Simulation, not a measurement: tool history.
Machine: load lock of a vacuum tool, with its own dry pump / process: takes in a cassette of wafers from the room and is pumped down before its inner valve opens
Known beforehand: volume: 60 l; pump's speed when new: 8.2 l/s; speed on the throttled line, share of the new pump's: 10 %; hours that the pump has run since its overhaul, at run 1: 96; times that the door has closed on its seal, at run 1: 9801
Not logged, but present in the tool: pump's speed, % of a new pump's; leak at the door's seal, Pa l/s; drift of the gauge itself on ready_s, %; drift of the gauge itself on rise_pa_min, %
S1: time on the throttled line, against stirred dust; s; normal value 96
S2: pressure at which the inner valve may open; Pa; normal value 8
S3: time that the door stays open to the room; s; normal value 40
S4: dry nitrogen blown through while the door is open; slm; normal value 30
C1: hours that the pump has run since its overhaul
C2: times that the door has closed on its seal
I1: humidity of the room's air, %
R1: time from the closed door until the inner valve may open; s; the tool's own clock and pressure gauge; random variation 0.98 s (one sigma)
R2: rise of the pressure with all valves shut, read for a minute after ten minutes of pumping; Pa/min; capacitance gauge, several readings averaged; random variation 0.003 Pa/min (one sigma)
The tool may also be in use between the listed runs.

run 1 day=0 | S1=96 S2=8 S3=40 S4=30 | C1=96 C2=9801 | I1=43.5 | R1=156.3 R2=0.047
run 2 day=18.121 | S1=96 S2=8 S3=40 S4=4 | C1=531 C2=11904 | I1=44.9 | R1=159.3 R2=0.072
run 3 day=36.8 | S1=96 S2=8 S3=40 S4=4 | C1=979 C2=14071 | I1=47.2 | R1=157.8 R2=0.072
run 4 day=47.321 | S1=96 S2=8 S3=54 S4=30 | C1=1232 C2=15292 | I1=45.7 | R1=160.3 R2=0.069
run 5 day=70.354 | S1=96 S2=8 S3=54 S4=30 | C1=1785 C2=17966 | I1=41.5 | R1=161.3 R2=0.078
run 6 day=89.929 | S1=96 S2=8 S3=40 S4=30 | C1=2254 C2=20238 | I1=46.3 | R1=159.7 R2=0.085
run 7 day=112.088 | S1=96 S2=8 S3=40 S4=30 | C1=2786 C2=22809 | I1=44.5 | R1=161.7 R2=0.093
run 8 day=127.279 | S1=96 S2=8 S3=40 S4=30 | C1=3151 C2=24572 | I1=46.2 | R1=161.5 R2=0.108
run 9 day=150.417 | S1=96 S2=8 S3=40 S4=30 | C1=3706 C2=27258 | I1=44.7 | R1=162.9 R2=0.111
run 10 day=165.438 | S1=96 S2=8 S3=40 S4=30 | C1=4067 C2=29001 | I1=46.5 | R1=164.6 R2=0.124
run 11 day=186.071 | S1=79 S2=8 S3=40 S4=30 | C1=4562 C2=31395 | I1=45.8 | R1=149 R2=0.138
run 12 day=197.879 | S1=79 S2=8 S3=40 S4=30 | C1=4845 C2=32766 | I1=46.7 | R1=150.6 R2=0.144
run 13 day=222.092 | S1=79 S2=8 S3=138 S4=30 | C1=5426 C2=35576 | I1=47.3 | R1=153.2 R2=0.169
run 14 day=242.488 | S1=79 S2=8 S3=138 S4=30 | C1=5916 C2=37943 | I1=47.7 | R1=152.6 R2=0.179
run 15 day=256.979 | S1=79 S2=8 S3=138 S4=30 | C1=6264 C2=39625 | I1=43.2 | R1=154 R2=0.181
run 16 day=270.162 | S1=87 S2=7 S3=87 S4=30 | C1=6580 C2=41155 | I1=45.8 | R1=163.1 R2=0.199
run 17 day=290.779 | S1=87 S2=9 S3=224 S4=30 | C1=7075 C2=43547 | I1=44.7 | R1=162.1 R2=0.222
run 18 day=309.004 | S1=96 S2=11 S3=147 S4=31 | C1=7512 C2=45663 | I1=47.1 | R1=166.9 R2=0.237
run 19 day=321.517 | S1=96 S2=11 S3=147 S4=31 | C1=7813 C2=47115 | I1=41.7 | R1=168.1 R2=0.238
run 20 day=338.433 | S1=96 S2=7 S3=147 S4=12 | C1=8219 C2=49078 | I1=43.4 | R1=175.3 R2=0.264
run 21 day=356.925 | S1=96 S2=7 S3=147 S4=8 | C1=8662 C2=51224 | I1=40.1 | R1=175.9 R2=0.283
-- day=372.408 dry pump taken out, an overhauled one fitted
run 22 day=372.829 | S1=79 S2=14 S3=43 S4=15 | C1=10 C2=53041 | I1=43.7 | R1=136.3 R2=0.279
run 23 day=395.758 | S1=79 S2=14 S3=43 S4=15 | C1=560 C2=55702 | I1=44.6 | R1=137.1 R2=0.303

Run 24 is up next; what results do you expect?
run 24 day=420.096 | S1=177 S2=8 S3=40 S4=30 | C1=1145 C2=58526 | I1=44.7 | R1=? R2=?

Run 24 measured R1 231.6 s, R2 0.32 Pa/min.
Had the tool carried no hidden state, the very same run would have given R1 230.5 s, R2 0.02 Pa/min.
